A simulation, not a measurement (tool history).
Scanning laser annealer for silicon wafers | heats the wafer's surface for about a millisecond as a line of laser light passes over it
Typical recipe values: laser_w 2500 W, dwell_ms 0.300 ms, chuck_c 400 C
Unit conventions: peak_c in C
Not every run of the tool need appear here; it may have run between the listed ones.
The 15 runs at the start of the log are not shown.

run    hour  laser_w  dwell_ms  chuck_c  hours of work since the window was cleaned  hours of work since the power meter was calibrated  hours of work since the optics were aligned  peak_c
 16   875.5     2500     0.300      400                                         675                                                1505                                          108    1099
 17   936.5     2214     0.300      400                                         702                                                1532                                          135     996
 18  1007.0     2214     0.300      400                                         734                                                1563                                          166     997
 19  1056.6     2214     0.300      400                                         756                                                1585                                          188     993
 20  1133.2     2214     0.300      400                                         789                                                1619                                          222     990
 21  1187.3     2214     0.300      400                                         813                                                1643                                          246     995
 22  1233.5     2500     0.300      422                                         834                                                1663                                          266    1109
     1326.3  -- window over the wafer cleaned
 23  1326.3     2500     0.300      422                                           0                                                1704                                          307    1130
 24  1416.1     2183     0.267      366                                          40                                                1743                                          346     929
 25  1494.8     2183     0.267      366                                          75                                                1778                                          381     930
 26  1532.7     2183     0.264      376                                          91                                                1795                                          398     933
 27  1596.3     2528     0.335      389                                         120                                                1823                                          426    1138
 28  1685.1     2500     0.346      384                                         159                                                1863                                          466    1130
 29  1765.0     2500     0.346      384                                         194                                                1898                                          501    1130
 30  1844.5     2500     0.346      384                                         230                                                1933                                          536    1127
 31  1908.0     2500     0.346      384                                         258                                                1961                                          564    1125
 32  1958.7     2500     0.346      384                                         280                                                1984                                          587    1129
 33  2032.9     2373     0.221      422                                         313                                                2017                                          620     985
 34  2122.2     2620     0.300      419                                         353                                                2056                                          659    1150
 35  2209.2     2620     0.252      431                                         391                                                2095                                          698    1104
 36  2270.4     2620     0.293      370                                         418                                                2122                                          725    1094
 37  2340.0     2500     0.286      400                                         449                                                2153                                          756    1071
 38  2392.7     2565     0.300      400                                         473                                                2176                                          779    1111
 39  2438.8     2459     0.300      400                                         493                                                2197                                          800    1069
 40  2484.5     2459     0.300      400                                         513                                                2217                                          820    1066

Branching from run 40: 3 alternative next runs. What would each branch give?
  A  2560.0     2487     0.264      400                                         547                                                2250                                          853       ?
  B  2560.0     2500     0.270      400                                         547                                                2250                                          853       ?
  C  2560.0     2704     0.238      426                                         547                                                2250                                          853       ?

run  peak_c
  A    1038
  B    1053
  C    1100
Stripped of hidden state, with their random variation kept, the same runs would have yielded:
run  peak_c
  A    1075
  B    1090
  C    1139
